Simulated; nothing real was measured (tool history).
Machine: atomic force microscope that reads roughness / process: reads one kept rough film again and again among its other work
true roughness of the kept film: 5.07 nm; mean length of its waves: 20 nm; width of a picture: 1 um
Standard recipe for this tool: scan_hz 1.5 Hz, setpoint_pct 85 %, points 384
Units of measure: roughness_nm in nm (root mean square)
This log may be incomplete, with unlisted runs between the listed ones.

run     day  scan_hz  setpoint_pct  points  roughness_nm
  1       0      1.5            85     384         1.912
      0.429  -- new tip fitted
  2   1.512      1.5            85     384         2.524
  3   3.388      1.5            85     384         1.947
      3.729  -- new tip fitted
  4   5.154      1.5            85     909         2.463
  5   5.983      1.5            85     384         2.148
      7.029  -- new tip fitted
  6   7.171      1.5            85     384         2.955
  7   8.304      1.5            61     384         2.739
  8   9.346      1.5            61     384         2.391
     10.279  -- new tip fitted
  9  10.317      1.5            85     288         3.022
 10  11.404      1.5            85     288         2.479
 11  13.396      1.5            85     384         1.887
     13.562  -- new tip fitted
 12  14.421      1.5            85     384         2.578
 13  15.908      1.5            85     384         2.101
     16.783  -- new tip fitted
 14  17.004      1.5            85     384         2.881
 15  17.888      1.5            85     734         2.517
 16  19.746     1.06            59     326         2.214
     20.121  -- new tip fitted
 17  21.304     1.06            59     326         2.788
 18  22.429     3.01            63     282         2.187
     23.504  -- new tip fitted
 19  24.008     3.01            63     282         2.967
     24.154  -- height scale calibrated on a step standard
 20  25.962     3.47            85     335         1.682
     26.879  -- new tip fitted
 21  26.879     3.47            85     335         2.528
 22  28.333      1.7            56     489         2.702
     30.142  -- new tip fitted
 23  30.146      1.7            56     489         3.565
 24  32.079     0.51            80     347         2.457
     33.367  -- new tip fitted
 25  33.508     1.35            80     347         3.065
     34.975  -- height scale calibrated on a step standard, once more
 26  35.421     2.59            85     362         2.003
     36.633  -- new tip fitted
 27  37.229     0.51            67     389         3.101
 28  38.475     3.53            55     353         2.455

Below are 5 alternative next runs, each starting from the tool's condition after run 28. Predict each:
     39.938  -- new tip fitted
  A  40.254     1.51            85     264             ?
     39.938  -- new tip fitted
  B  40.254     3.53            69     663             ?
     39.938  -- new tip fitted
  C  40.254      1.5            85     605             ?
     39.938  -- new tip fitted
  D  40.254      1.5            79     384             ?
     39.938  -- new tip fitted
  E  40.254     3.39            55     353             ?

run  roughness_nm
  A         2.813
  B         2.907
  C         2.912
  D         3.012
  E         3.194
Take away the tool's hidden state, keep each run's random variation, and the runs would have read:
run  roughness_nm
  A         3.031
  B         3.132
  C         3.138
  D         3.246
  E         3.443
